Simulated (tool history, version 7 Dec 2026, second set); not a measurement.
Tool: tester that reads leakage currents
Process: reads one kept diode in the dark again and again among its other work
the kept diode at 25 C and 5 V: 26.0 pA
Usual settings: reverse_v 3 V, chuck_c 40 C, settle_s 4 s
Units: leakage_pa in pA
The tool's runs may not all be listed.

Run 1, hour 0: usual settings. Result: leakage_pa 72.05 pA.
Run 2, hour 167.4: usual settings. Result: leakage_pa 71.29 pA.
Run 3, hour 418.3: usual settings. Result: leakage_pa 70.22 pA.
At hour 567.1: tester calibrated.
Run 4, hour 642.2: usual settings. Result: leakage_pa 68.77 pA.
Run 5, hour 822: usual settings. Result: leakage_pa 68.06 pA.
Run 6, hour 1034.3: usual settings. Result: leakage_pa 67.65 pA.
Run 7, hour 1286.4: usual settings. Result: leakage_pa 66.53 pA.
Run 8, hour 1475.5: usual settings. Result: leakage_pa 66.64 pA.
Run 9, hour 1682.2: usual settings. Result: leakage_pa 65.59 pA.
Run 10, hour 1854.6: usual settings. Result: leakage_pa 64.99 pA.
Run 11, hour 2113.2: usual settings. Result: leakage_pa 64.24 pA.
Run 12, hour 2334.7: usual settings. Result: leakage_pa 63.6 pA.
At hour 2447.9: chuck's temperature calibrated.
Run 13, hour 2506: usual settings. Result: leakage_pa 56.07 pA.
Run 14, hour 2686.5: usual settings. Result: leakage_pa 55.76 pA.
Run 15, hour 2810.6: usual settings but reverse_v 7.17 V. Result: leakage_pa 81.14 pA.
Run 16, hour 3019.8: usual settings but reverse_v 12.43 V. Result: leakage_pa 103.69 pA.
At hour 3058.2: probe card cleaned and baked.
Run 17, hour 3203.3: usual settings but reverse_v 12.43 V. Result: leakage_pa 94.84 pA.
Run 18, hour 3339.5: usual settings but reverse_v 2.37 V. Result: leakage_pa 46.98 pA.
At hour 3363: chuck's temperature calibrated, once more.
Run 19, hour 3491.3: usual settings but settle_s 3.74 s. Result: leakage_pa 73.1 pA.
Run 20, hour 3616.9: usual settings but reverse_v 1.95 V, chuck_c 43 C, settle_s 1.19 s. Result: leakage_pa 77.06 pA.
Run 21, hour 3747.7: usual settings but reverse_v 1.95 V, chuck_c 43 C, settle_s 1.19 s. Result: leakage_pa 76.41 pA.
Run 22, hour 3941.7: usual settings but reverse_v 1.95 V, chuck_c 43 C, settle_s 1.19 s. Result: leakage_pa 75.66 pA.
Run 23, hour 4182.5: usual settings but reverse_v 8.64 V, chuck_c 20 C, settle_s 9.18 s. Result: leakage_pa 22.2 pA.
Run 24, hour 4341.8: usual settings but chuck_c 49 C, settle_s 1.23 s. Result: leakage_pa 140.52 pA.
Run 25, hour 4481.5: usual settings but reverse_v 5.66 V, chuck_c 38 C, settle_s 0.4 s. Result: leakage_pa 82.85 pA.
Run 26, hour 4635.8: usual settings but reverse_v 5.66 V, chuck_c 38 C, settle_s 0.4 s. Result: leakage_pa 81.74 pA.
Run 27, hour 4858: usual settings but reverse_v 4.72 V, chuck_c 53 C, settle_s 0.82 s. Result: leakage_pa 222.13 pA.
Run 28, hour 5067.9: usual settings but reverse_v 4.72 V, chuck_c 53 C, settle_s 0.82 s. Result: leakage_pa 221.08 pA.
Run 29, hour 5195.3: usual settings but reverse_v 4.72 V, chuck_c 53 C, settle_s 0.82 s. Result: leakage_pa 218.83 pA.
At hour 5250.5: tester calibrated.
Run 30, hour 5353: usual settings but reverse_v 4.72 V, chuck_c 53 C, settle_s 0.82 s. Result: leakage_pa 213.87 pA.
Run 31, hour 5576.1: usual settings but reverse_v 5.74 V, chuck_c 55 C, settle_s 1.23 s. Result: leakage_pa 262.93 pA.
Run 32, hour 5691.2: usual settings but reverse_v 1.84 V, chuck_c 55 C. Result: leakage_pa 163.83 pA.
Run 33, hour 5910.1: usual settings but settle_s 2.8 s. Result: leakage_pa 64.33 pA.
Run 34, hour 6055.9: usual settings but reverse_v 16.08 V, settle_s 6.71 s. Result: leakage_pa 132.93 pA.
Run 35, hour 6197.3: usual settings but reverse_v 16.08 V, settle_s 6.71 s. Result: leakage_pa 131.75 pA.
Run 36, hour 6433.5: usual settings but reverse_v 2.08 V, chuck_c 56 C, settle_s 0.61 s. Result: leakage_pa 178.3 pA.

Forecast each of these 4 alternatives for the next run:
At hour 6523.4: chuck's temperature calibrated.
Run A, hour 6655.5: usual settings but reverse_v 1.83 V, chuck_c 51 C, settle_s 3.23 s. Result: leakage_pa ?.
At hour 6523.4: chuck's temperature calibrated.
Run B, hour 6655.5: usual settings but reverse_v 1.73 V, chuck_c 44 C. Result: leakage_pa ?.
At hour 6523.4: chuck's temperature calibrated.
Run C, hour 6655.5: usual settings but reverse_v 14.48 V, chuck_c 56 C, settle_s 3.54 s. Result: leakage_pa ?.
At hour 6523.4: chuck's temperature calibrated.
Run D, hour 6655.5: usual settings but reverse_v 7.06 V. Result: leakage_pa ?.

run  leakage_pa
  A      140.93
  B       82.24
  C      478.99
  D      110.63
Without the tool's hidden state the same runs would have given:
run  leakage_pa
  A      137.98
  B       80.06
  C      463.83
  D      104.66
